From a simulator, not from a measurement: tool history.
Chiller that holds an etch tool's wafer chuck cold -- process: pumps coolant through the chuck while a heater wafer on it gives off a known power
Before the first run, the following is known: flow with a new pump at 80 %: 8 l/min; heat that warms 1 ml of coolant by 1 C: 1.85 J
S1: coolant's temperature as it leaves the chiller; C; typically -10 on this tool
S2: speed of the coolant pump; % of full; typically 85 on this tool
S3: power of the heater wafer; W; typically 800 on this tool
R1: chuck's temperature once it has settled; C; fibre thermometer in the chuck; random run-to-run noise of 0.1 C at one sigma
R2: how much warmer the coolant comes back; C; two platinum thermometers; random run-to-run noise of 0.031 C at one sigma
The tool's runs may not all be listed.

run    hour   S1  S2    S3     R1    R2
  1     0.0  -10  85   800   -3.4  3.02
  2   111.0  -10  85   800   -3.5  3.01
  3   260.6  -17  85   800  -10.4  2.98
  4   394.2  -17  85   800  -10.6  2.87
  5   506.8  -17  85   800  -10.5  2.94
  6   708.3  -17  85   800  -10.6  2.85
  7   834.3  -17  85   800  -10.6  2.87
  8  1034.5  -17  85   800  -10.5  2.75
  9  1164.5  -17  85   800  -10.5  2.74
 10  1291.5  -17  85   800  -10.4  2.75
 11  1405.2  -17  85   800  -10.6  2.70
 12  1603.3  -17  85   800  -10.5  2.70
 13  1807.2  -17  85   800  -10.6  3.03
 14  1947.4  -17  86   800  -10.4  3.00
 15  2136.0  -18  86   800  -11.7  2.91
 16  2288.5  -10  85   492   -5.8  1.75
 17  2467.3  -10  95  1198   -1.1  3.95
 18  2554.2  -18  82   427  -14.3  1.48
 19  2703.1  -11  85   800   -4.3  2.83
 20  2861.1  -10  77   578   -5.1  2.22
 21  2989.1   -3  88   619    1.9  1.96
 22  3089.6   -3  88   619    1.8  1.91
 23  3227.6   -3  88   619    1.7  1.89
 24  3362.3  -19  71   626  -13.2  2.50
 25  3468.9  -13  67   422   -8.9  1.66
 26  3629.0  -10  72   476   -5.6  1.69
 27  3722.8   -6  88   811    0.5  2.51
 28  3920.5   -6  88   811    0.3  2.43
 29  4093.7  -13  88   811   -6.5  2.39
 30  4230.3   -1  83   781    5.3  2.47
 31  4410.7   -1  83   781    5.6  2.33

Put back what was entered between runs (4 entries, withheld): which listed runs does each sit between, and how does the hidden state differ from the listed run before to the listed run after?
After run 4, before run 5: chiller's thermometer calibrated (hour 430.1)
  flow at a given pump speed, % of a new pump's: 100 -> 99.9; coolant's true temperature over the reading, C: -0.02 -> 0; drift of the gauge itself on warmer_back_c, C: -0.1 -> -0.13
  the result without the hidden state subtracted from the measured one, R2: -0.10 -> -0.13 C
After run 12, before run 13: gauge calibrated (hour 1786.7)
  flow at a given pump speed, % of a new pump's: 99.9 -> 99.8; drift of the gauge itself on warmer_back_c, C: -0.42 -> -0.01
  the result without the hidden state subtracted from the measured one, R2: -0.41 -> +0.00 C
After run 16, before run 17: coolant changed, channels flushed (hour 2368.0)
  heat passed by the chuck's channels, % of clean ones': 99.8 -> 100; drift of the gauge itself on warmer_back_c, C: -0.13 -> -0.17
  the result without the hidden state subtracted from the measured one, R2: -0.13 -> -0.16 C
After run 26, before run 27: chiller's thermometer calibrated (hour 3713.8)
  coolant's true temperature over the reading, C: -0.02 -> 0; drift of the gauge itself on warmer_back_c, C: -0.48 -> -0.5
  the result without the hidden state subtracted from the measured one, R2: -0.47 -> -0.49 C
